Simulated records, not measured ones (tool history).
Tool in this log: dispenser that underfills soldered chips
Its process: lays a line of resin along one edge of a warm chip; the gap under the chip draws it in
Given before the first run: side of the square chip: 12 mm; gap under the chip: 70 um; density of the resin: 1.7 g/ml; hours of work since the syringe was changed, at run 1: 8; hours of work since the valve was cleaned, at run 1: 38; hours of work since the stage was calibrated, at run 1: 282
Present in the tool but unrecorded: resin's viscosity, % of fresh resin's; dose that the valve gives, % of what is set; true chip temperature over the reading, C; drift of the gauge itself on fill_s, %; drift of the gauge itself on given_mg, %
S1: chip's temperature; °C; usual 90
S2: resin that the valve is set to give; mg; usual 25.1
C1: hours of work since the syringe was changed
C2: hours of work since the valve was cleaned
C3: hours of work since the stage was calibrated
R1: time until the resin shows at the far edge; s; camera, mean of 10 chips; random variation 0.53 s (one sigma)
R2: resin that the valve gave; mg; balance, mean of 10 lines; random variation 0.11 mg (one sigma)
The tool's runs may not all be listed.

run 1 hour=0.0 | S1=90 S2=25.1 | C1=8 C2=38 C3=282 | R1=65.5 R2=24.41
-- hour=2.6 new syringe of resin
run 2 hour=7.7 | S1=90 S2=25.1 | C1=4 C2=43 C3=288 | R1=53.2 R2=24.52
-- hour=14.8 new syringe of resin
run 3 hour=21.1 | S1=90 S2=25.1 | C1=5 C2=54 C3=298 | R1=57.3 R2=24.11
-- hour=27.2 new syringe of resin
run 4 hour=33.7 | S1=90 S2=25.1 | C1=5 C2=63 C3=308 | R1=56.1 R2=24.20
-- hour=40.2 new syringe of resin
run 5 hour=45.5 | S1=90 S2=25.1 | C1=4 C2=72 C3=317 | R1=54.1 R2=23.91
-- hour=52.4 new syringe of resin
run 6 hour=52.7 | S1=90 S2=25.1 | C1=0 C2=78 C3=322 | R1=43.7 R2=23.86
-- hour=65.5 new syringe of resin
run 7 hour=67.7 | S1=90 S2=25.1 | C1=2 C2=89 C3=334 | R1=47.7 R2=23.50
-- hour=73.8 dispensing valve cleaned and set on the balance
-- hour=78.9 new syringe of resin
run 8 hour=79.7 | S1=90 S2=25.1 | C1=1 C2=4 C3=342 | R1=43.9 R2=25.11
-- hour=91.6 new syringe of resin
run 9 hour=92.1 | S1=90 S2=25.1 | C1=0 C2=14 C3=352 | R1=42.9 R2=24.94
run 10 hour=100.9 | S1=90 S2=25.1 | C1=7 C2=21 C3=359 | R1=62.6 R2=24.75
-- hour=104.0 new syringe of resin
run 11 hour=108.5 | S1=102 S2=31.3 | C1=4 C2=27 C3=365 | R1=31.9 R2=30.82
run 12 hour=115.4 | S1=102 S2=31.3 | C1=9 C2=32 C3=370 | R1=41.9 R2=30.68
-- hour=117.2 new syringe of resin
run 13 hour=125.5 | S1=87 S2=23.6 | C1=7 C2=40 C3=378 | R1=70.1 R2=22.87
-- hour=129.8 new syringe of resin
run 14 hour=134.5 | S1=101 S2=29.9 | C1=4 C2=46 C3=385 | R1=32.9 R2=29.14
-- hour=142.4 new syringe of resin
run 15 hour=144.9 | S1=76 S2=23.8 | C1=2 C2=54 C3=392 | R1=84.4 R2=22.74
-- hour=154.8 new syringe of resin
run 16 hour=160.0 | S1=88 S2=25.3 | C1=4 C2=66 C3=404 | R1=58.4 R2=24.28
-- hour=167.2 new syringe of resin
-- hour=174.4 stage's temperature calibrated
run 17 hour=174.5 | S1=88 S2=25.3 | C1=5 C2=76 C3=0 | R1=61.9 R2=23.95
-- hour=180.6 new syringe of resin
run 18 hour=183.7 | S1=99 S2=28.2 | C1=2 C2=83 C3=7 | R1=34.5 R2=26.79
-- hour=193.9 new syringe of resin
-- hour=198.5 dispensing valve cleaned and set on the balance
run 19 hour=198.9 | S1=90 S2=32.4 | C1=3 C2=0 C3=18 | R1=50.5 R2=32.37

Branching from run 19: 3 alternative next runs. What would each branch give?
-- hour=207.3 new syringe of resin
run A hour=210.9 | S1=90 S2=28.0 | C1=3 C2=9 C3=27 | R1=? R2=?
-- hour=207.3 new syringe of resin
run B hour=210.9 | S1=90 S2=30.2 | C1=3 C2=9 C3=27 | R1=? R2=?
-- hour=207.3 new syringe of resin
run C hour=210.9 | S1=87 S2=23.1 | C1=3 C2=9 C3=27 | R1=? R2=?

run=A R1=49.2 R2=28.01
run=B R1=48.3 R2=30.11
run=C R1=56.1 R2=23.02
Without the tool's unlogged condition, the same runs would have read:
run=A R1=43.4 R2=28.20
run=B R1=42.7 R2=30.31
run=C R1=49.5 R2=23.18
